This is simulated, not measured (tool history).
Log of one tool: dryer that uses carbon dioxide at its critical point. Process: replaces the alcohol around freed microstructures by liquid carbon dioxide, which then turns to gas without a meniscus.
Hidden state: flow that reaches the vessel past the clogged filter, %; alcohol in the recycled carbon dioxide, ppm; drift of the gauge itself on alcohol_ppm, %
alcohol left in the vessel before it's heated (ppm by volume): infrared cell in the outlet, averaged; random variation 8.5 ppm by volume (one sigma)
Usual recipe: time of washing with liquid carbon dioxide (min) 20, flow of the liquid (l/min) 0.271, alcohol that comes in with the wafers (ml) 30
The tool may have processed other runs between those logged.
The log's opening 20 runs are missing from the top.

run,hour,time of washing with liquid carbon dioxide (min),flow of the liquid (l/min),alcohol that comes in with the wafers (ml),hours of work since the filter was changed,hours of work since the purifier's bed was changed,alcohol left in the vessel before it's heated (ppm by volume)
21,957.4,20,0.271,30,319,184,725
22,990.1,20,0.271,69,330,195,1642
23,1032.0,22,0.406,39,344,209,132
24,1075.0,22,0.406,39,358,223,132
# hour 1082.4: inlet filter changed
25,1111.6,22,0.406,39,10,234,96
26,1145.1,16,0.261,39,21,245,1670
27,1196.1,16,0.261,39,37,262,1674
28,1259.6,20,0.234,52,58,283,1615
29,1327.9,14,0.271,67,80,305,3972
30,1364.1,14,0.271,67,92,317,3887
31,1401.4,12,0.291,30,104,329,2288
32,1436.6,12,0.291,30,116,341,2264
33,1478.2,22,0.368,35,130,354,181
34,1508.2,21,0.231,108,139,364,3107
35,1553.0,22,0.460,118,154,379,164
36,1618.5,23,0.421,64,176,400,164
37,1657.6,24,0.188,64,188,413,2579
38,1721.0,22,0.188,64,209,434,3385
39,1776.0,13,0.271,30,227,452,2455
40,1808.0,13,0.271,42,238,462,3373
41,1847.4,13,0.271,42,251,475,3508

3 options for the next run, each taken on its own from the tool as it stands now. Forecast them:
A,1897.1,26,0.271,42,267,492,?
B,1897.1,26,0.214,35,267,492,?
C,1897.1,14,0.271,42,267,492,?

run,alcohol left in the vessel before it's heated (ppm by volume)
A,401
B,804
C,2904
With the hidden condition removed and each run's random variation left untouched, the same runs would have given:
run,alcohol left in the vessel before it's heated (ppm by volume)
A,177
B,482
C,2202
